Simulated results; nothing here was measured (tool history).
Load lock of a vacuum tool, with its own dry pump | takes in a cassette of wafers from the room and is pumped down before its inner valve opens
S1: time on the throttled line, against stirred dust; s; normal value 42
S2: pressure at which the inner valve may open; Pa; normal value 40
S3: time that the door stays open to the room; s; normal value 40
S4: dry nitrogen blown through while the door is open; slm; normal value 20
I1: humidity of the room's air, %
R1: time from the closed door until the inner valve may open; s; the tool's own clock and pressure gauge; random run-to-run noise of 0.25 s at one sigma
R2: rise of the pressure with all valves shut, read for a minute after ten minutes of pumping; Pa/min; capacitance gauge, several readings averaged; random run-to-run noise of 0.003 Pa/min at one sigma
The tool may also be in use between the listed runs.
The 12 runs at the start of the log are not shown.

run 13 hour=1687.2 | S1=42 S2=40 S3=40 S4=20 | I1=42.9 | R1=68.9 R2=0.089
run 14 hour=1801.7 | S1=42 S2=40 S3=40 S4=20 | I1=45.4 | R1=69.3 R2=0.095
run 15 hour=1909.5 | S1=51 S2=40 S3=40 S4=20 | I1=47.5 | R1=75.7 R2=0.098
run 16 hour=2039.9 | S1=51 S2=40 S3=40 S4=20 | I1=44.4 | R1=75.6 R2=0.102
run 17 hour=2144.1 | S1=51 S2=40 S3=40 S4=20 | I1=45.1 | R1=75.7 R2=0.102
run 18 hour=2262.0 | S1=42 S2=54 S3=40 S4=20 | I1=47.2 | R1=67.3 R2=0.106
run 19 hour=2435.0 | S1=52 S2=50 S3=40 S4=20 | I1=47.8 | R1=76.0 R2=0.107
run 20 hour=2616.4 | S1=21 S2=37 S3=40 S4=18 | I1=45.8 | R1=52.8 R2=0.110
run 21 hour=2765.6 | S1=54 S2=37 S3=40 S4=32 | I1=41.3 | R1=78.8 R2=0.101
run 22 hour=2926.1 | S1=54 S2=38 S3=40 S4=6 | I1=43.6 | R1=78.7 R2=0.126
run 23 hour=3079.4 | S1=54 S2=38 S3=40 S4=6 | I1=45.2 | R1=78.4 R2=0.129
run 24 hour=3215.6 | S1=21 S2=36 S3=40 S4=20 | I1=42.0 | R1=53.6 R2=0.114
run 25 hour=3291.6 | S1=37 S2=40 S3=40 S4=20 | I1=46.7 | R1=65.0 R2=0.115
run 26 hour=3446.2 | S1=51 S2=40 S3=40 S4=10 | I1=43.2 | R1=75.6 R2=0.124
run 27 hour=3534.1 | S1=52 S2=30 S3=40 S4=10 | I1=42.5 | R1=78.2 R2=0.122
run 28 hour=3662.1 | S1=38 S2=40 S3=28 S4=12 | I1=43.4 | R1=66.2 R2=0.124
run 29 hour=3745.6 | S1=26 S2=42 S3=58 S4=20 | I1=47.8 | R1=56.5 R2=0.133
run 30 hour=3826.4 | S1=23 S2=59 S3=33 S4=18 | I1=45.3 | R1=52.9 R2=0.121
run 31 hour=4002.8 | S1=42 S2=31 S3=40 S4=8 | I1=46.8 | R1=70.0 R2=0.143
run 32 hour=4147.5 | S1=42 S2=47 S3=190 S4=8 | I1=47.2 | R1=68.1 R2=0.208
run 33 hour=4301.9 | S1=42 S2=47 S3=190 S4=8 | I1=43.4 | R1=68.7 R2=0.200
run 34 hour=4427.8 | S1=22 S2=76 S3=40 S4=17 | I1=48.2 | R1=51.0 R2=0.136
run 35 hour=4557.9 | S1=44 S2=46 S3=40 S4=20 | I1=43.1 | R1=70.0 R2=0.135
run 36 hour=4687.8 | S1=44 S2=46 S3=40 S4=20 | I1=48.3 | R1=70.5 R2=0.133

Alternative continuations, all from the tool just after run 36; predict every row:
run A hour=4831.5 | S1=42 S2=30 S3=40 S4=29 | I1=45.5 | R1=? R2=?
run B hour=4831.5 | S1=40 S2=40 S3=40 S4=9 | I1=44.2 | R1=? R2=?
run C hour=4831.5 | S1=42 S2=40 S3=86 S4=20 | I1=45.6 | R1=? R2=?
run D hour=4831.5 | S1=46 S2=40 S3=54 S4=27 | I1=44.9 | R1=? R2=?
run E hour=4831.5 | S1=72 S2=46 S3=34 S4=9 | I1=46.2 | R1=? R2=?

run=A R1=70.7 R2=0.133
run=B R1=67.8 R2=0.145
run=C R1=69.2 R2=0.151
run=D R1=72.3 R2=0.137
run=E R1=91.9 R2=0.143
Had the tool no hidden state, the same runs would have come out as:
run=A R1=69.2 R2=0.023
run=B R1=66.3 R2=0.036
run=C R1=67.8 R2=0.043
run=D R1=71.0 R2=0.026
run=E R1=90.8 R2=0.033

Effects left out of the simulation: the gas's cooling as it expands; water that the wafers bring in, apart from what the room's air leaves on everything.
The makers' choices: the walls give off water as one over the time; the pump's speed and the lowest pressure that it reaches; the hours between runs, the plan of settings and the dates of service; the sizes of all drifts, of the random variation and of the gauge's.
